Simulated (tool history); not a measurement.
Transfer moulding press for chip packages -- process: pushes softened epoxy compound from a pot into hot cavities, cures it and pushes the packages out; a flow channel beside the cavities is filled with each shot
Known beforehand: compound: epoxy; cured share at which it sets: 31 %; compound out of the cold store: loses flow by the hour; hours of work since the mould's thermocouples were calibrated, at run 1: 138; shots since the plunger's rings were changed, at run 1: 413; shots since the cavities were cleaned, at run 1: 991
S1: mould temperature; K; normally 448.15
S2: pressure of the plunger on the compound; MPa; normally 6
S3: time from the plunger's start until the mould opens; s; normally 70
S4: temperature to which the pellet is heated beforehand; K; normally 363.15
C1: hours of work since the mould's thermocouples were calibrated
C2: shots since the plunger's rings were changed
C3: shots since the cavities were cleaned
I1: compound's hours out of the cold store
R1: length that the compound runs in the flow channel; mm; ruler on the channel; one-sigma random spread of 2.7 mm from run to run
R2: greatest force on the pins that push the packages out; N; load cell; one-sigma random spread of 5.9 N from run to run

run   hour      S1    S2   S3      S4   C1    C2    C3    I1    R1   R2
  1      0  448.15     6   70  363.15  138   413   991  47.7   832  300
      18.8  -- cavities cleaned with cleaning compound and waxed
  2   38.5  448.15     6   70  363.15  155   823   218  29.3   923  251
  3   66.9  448.15     6   70  363.15  168  1138   533    27   935  300
  4   87.1  448.15     6   70  363.15  178  1362   757   8.8  1043  332
  5  119.4  448.15     6   70  363.15  193  1721  1116  28.2   924  315
     125.8  -- cavities cleaned with cleaning compound and waxed
  6  139.9  448.15     6  106  363.15  201  1932   156  34.5   888  200
  7  164.6  448.15     6  106  363.15  213  2205   429  37.3   869  227
  8  196.6  448.15     6  106  363.15  228  2561   785  46.4   822  250
     200.5  -- mould's thermocouples calibrated
  9    226  455.15  5.76   93  356.15   12  2864  1088  13.2   963  256
     236.1  -- cavities cleaned with cleaning compound and waxed
 10  262.3  448.15     6   70  362.15   28  3251   290   8.3  1031  288
 11  282.1  448.15     6   70  362.15   37  3471   510  30.3   898  298
     307.1  -- mould's thermocouples calibrated, once more
 12  325.8  441.15  6.72   70  362.15    9  3934   973  43.5   899  466
     346.9  -- cavities cleaned with cleaning compound and waxed
 13  363.1  443.15     6  109  370.15   25  4330   179  18.8   963  211
 14  393.5  443.15     6  109  370.15   39  4668   517  26.4   924  242
 15  419.6  445.15     6   70  363.15   51  4957   806  37.8   853  365
     454.7  -- cavities cleaned with cleaning compound and waxed
 16  458.2  445.15     6   70  363.15   69  5369    39  32.4   878  265

Here are 4 independent what-if runs from the current tool condition. What would each one return?
  A  475.2  446.15  6.26  107  363.15  77  5558  228  21.9   ?   ?
  B  475.2  445.15     6   54  363.15  77  5558  228  24.2   ?   ?
  C  475.2  448.15  5.45   70  363.15  77  5558  228  15.7   ?   ?
  D  475.2  446.15  5.43   80  363.15  77  5558  228  20.1   ?   ?

run   R1   R2
  A  954  205
  B  921  549
  C  916  248
  D  893  236
Without the tool's hidden state the same runs would have given:
run    R1   R2
  A  1008  176
  B   973  471
  C   968  212
  D   944  203
